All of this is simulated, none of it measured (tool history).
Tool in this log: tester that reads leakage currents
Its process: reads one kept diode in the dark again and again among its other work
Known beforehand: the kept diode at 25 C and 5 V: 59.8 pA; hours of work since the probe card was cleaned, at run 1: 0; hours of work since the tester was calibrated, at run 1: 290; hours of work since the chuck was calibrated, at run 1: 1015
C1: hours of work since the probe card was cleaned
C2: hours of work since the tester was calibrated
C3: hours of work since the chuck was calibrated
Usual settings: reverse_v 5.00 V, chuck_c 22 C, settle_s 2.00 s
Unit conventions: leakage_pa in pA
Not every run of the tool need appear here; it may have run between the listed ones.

run 1 hour=0.0 | reverse_v=5.00 chuck_c=22 settle_s=2.00 | C1=0 C2=290 C3=1015 | leakage_pa=42.61
run 2 hour=157.9 | reverse_v=5.00 chuck_c=22 settle_s=2.00 | C1=73 C2=364 C3=1088 | leakage_pa=42.67
run 3 hour=318.1 | reverse_v=5.00 chuck_c=22 settle_s=2.00 | C1=147 C2=438 C3=1162 | leakage_pa=42.59
run 4 hour=496.9 | reverse_v=5.00 chuck_c=22 settle_s=2.00 | C1=230 C2=521 C3=1245 | leakage_pa=42.33
run 5 hour=736.3 | reverse_v=5.00 chuck_c=22 settle_s=2.00 | C1=341 C2=631 C3=1356 | leakage_pa=42.52
run 6 hour=970.1 | reverse_v=5.00 chuck_c=22 settle_s=2.00 | C1=449 C2=740 C3=1464 | leakage_pa=42.24
run 7 hour=1175.1 | reverse_v=2.40 chuck_c=22 settle_s=2.00 | C1=544 C2=835 C3=1559 | leakage_pa=31.32
run 8 hour=1322.4 | reverse_v=2.40 chuck_c=22 settle_s=2.00 | C1=612 C2=903 C3=1627 | leakage_pa=31.14
-- hour=1548.2 chuck's temperature calibrated
run 9 hour=1589.0 | reverse_v=2.40 chuck_c=22 settle_s=2.00 | C1=735 C2=1025 C3=19 | leakage_pa=35.88
run 10 hour=1745.8 | reverse_v=2.40 chuck_c=22 settle_s=2.00 | C1=807 C2=1098 C3=92 | leakage_pa=35.79
run 11 hour=1887.9 | reverse_v=2.40 chuck_c=22 settle_s=2.00 | C1=873 C2=1164 C3=157 | leakage_pa=35.85
run 12 hour=2086.5 | reverse_v=2.26 chuck_c=22 settle_s=2.00 | C1=965 C2=1256 C3=249 | leakage_pa=34.83
run 13 hour=2230.6 | reverse_v=1.52 chuck_c=38 settle_s=0.82 | C1=1032 C2=1322 C3=316 | leakage_pa=120.25
run 14 hour=2462.0 | reverse_v=10.91 chuck_c=23 settle_s=0.78 | C1=1139 C2=1429 C3=423 | leakage_pa=75.93
run 15 hour=2619.6 | reverse_v=10.91 chuck_c=22 settle_s=5.61 | C1=1212 C2=1502 C3=496 | leakage_pa=67.16
run 16 hour=2860.8 | reverse_v=5.00 chuck_c=22 settle_s=3.84 | C1=1324 C2=1614 C3=608 | leakage_pa=48.19
run 17 hour=3082.1 | reverse_v=2.08 chuck_c=22 settle_s=0.49 | C1=1426 C2=1717 C3=710 | leakage_pa=33.80
run 18 hour=3262.1 | reverse_v=6.39 chuck_c=34 settle_s=0.91 | C1=1509 C2=1800 C3=794 | leakage_pa=149.84
run 19 hour=3515.3 | reverse_v=2.62 chuck_c=21 settle_s=2.00 | C1=1627 C2=1917 C3=911 | leakage_pa=33.55
run 20 hour=3683.0 | reverse_v=2.62 chuck_c=21 settle_s=2.00 | C1=1704 C2=1995 C3=988 | leakage_pa=33.21
-- hour=3906.0 tester calibrated
run 21 hour=3906.0 | reverse_v=2.62 chuck_c=21 settle_s=2.00 | C1=1807 C2=0 C3=1091 | leakage_pa=32.57
run 22 hour=4118.6 | reverse_v=11.81 chuck_c=53 settle_s=3.66 | C1=1905 C2=98 C3=1189 | leakage_pa=837.57
run 23 hour=4250.4 | reverse_v=4.71 chuck_c=22 settle_s=0.32 | C1=1966 C2=159 C3=1250 | leakage_pa=48.01
run 24 hour=4451.5 | reverse_v=4.71 chuck_c=22 settle_s=0.32 | C1=2059 C2=253 C3=1343 | leakage_pa=47.90

Here are 3 independent what-if runs from the current tool condition. What would each one return?
run A hour=4707.9 | reverse_v=1.04 chuck_c=43 settle_s=2.00 | C1=2178 C2=371 C3=1462 | leakage_pa=?
run B hour=4707.9 | reverse_v=17.72 chuck_c=58 settle_s=5.87 | C1=2178 C2=371 C3=1462 | leakage_pa=?
run C hour=4707.9 | reverse_v=18.72 chuck_c=57 settle_s=2.18 | C1=2178 C2=371 C3=1462 | leakage_pa=?

run=A leakage_pa=144.43
run=B leakage_pa=1410.02
run=C leakage_pa=1342.47
Had the tool no hidden state, the same runs would have come out as:
run=A leakage_pa=155.19
run=B leakage_pa=1495.43
run=C leakage_pa=1422.29
